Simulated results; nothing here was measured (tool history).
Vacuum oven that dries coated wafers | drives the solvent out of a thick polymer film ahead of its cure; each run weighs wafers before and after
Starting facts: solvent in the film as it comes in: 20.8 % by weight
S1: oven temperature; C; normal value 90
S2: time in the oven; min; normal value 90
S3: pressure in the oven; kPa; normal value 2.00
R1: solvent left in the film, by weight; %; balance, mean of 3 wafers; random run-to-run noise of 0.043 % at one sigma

run	hour	S1	S2	S3	R1
1	0.0	90	90	2.00	3.13
2	42.7	90	90	2.00	3.18
3	77.6	90	90	6.51	4.71
4	120.1	90	90	6.51	4.74
5	155.0	91	90	2.00	2.91
6	232.7	91	90	1.07	2.67
# hour 290.1: oven's thermocouples calibrated
7	300.1	91	90	1.07	1.94
8	379.1	91	90	1.30	2.10
9	433.4	91	90	1.30	2.15
10	491.6	90	91	2.00	2.50
11	570.2	90	90	2.00	2.59
12	622.6	90	115	2.00	1.81
13	655.4	95	90	2.00	1.53
14	729.6	90	111	2.00	1.98
15	791.1	90	111	2.00	1.94
16	838.8	90	111	2.00	1.95
17	873.8	90	111	2.00	1.89
18	936.6	90	111	2.00	1.95
19	969.4	90	111	2.00	1.90
20	1038.4	90	111	2.00	2.04
21	1100.5	90	90	2.00	2.73
22	1150.8	90	54	2.00	5.24
23	1208.1	78	157	6.58	6.49
24	1259.8	90	144	1.49	1.30
25	1303.4	87	53	1.15	6.45
26	1339.1	82	94	7.97	7.79
27	1380.3	78	90	5.20	8.69
28	1445.6	90	158	1.45	1.17
29	1497.9	90	85	1.45	2.98
30	1564.9	90	74	2.00	3.70
31	1603.2	90	70	1.80	4.01
32	1655.9	90	70	1.80	3.97
33	1729.9	84	70	2.65	6.50
34	1798.9	84	161	2.65	2.73
35	1843.2	100	75	1.79	1.28
36	1912.8	100	75	1.79	1.29
37	1983.1	83	90	1.41	5.30
# hour 2012.9: vacuum gauge cleaned of residue and calibrated
38	2017.9	90	45	2.68	6.57
39	2090.8	80	114	3.83	5.80
40	2158.5	81	147	1.39	3.15
41	2192.8	80	50	5.18	10.85
42	2260.2	95	62	1.00	2.65
43	2306.2	95	62	1.00	2.66
44	2360.6	86	121	2.58	2.97

Predict each of these 4 candidate next runs independently; none follows another, all start after run 44:
A	2399.4	79	90	1.11	?
B	2399.4	100	161	1.49	?
C	2399.4	76	145	1.88	?
D	2399.4	76	104	6.81	?

run	R1
A	6.71
B	0.38
C	5.51
D	9.52
The same runs, with their run-to-run variation unchanged, on a tool lacking any hidden condition would have given:
run	R1
A	6.04
B	0.32
C	4.85
D	8.80
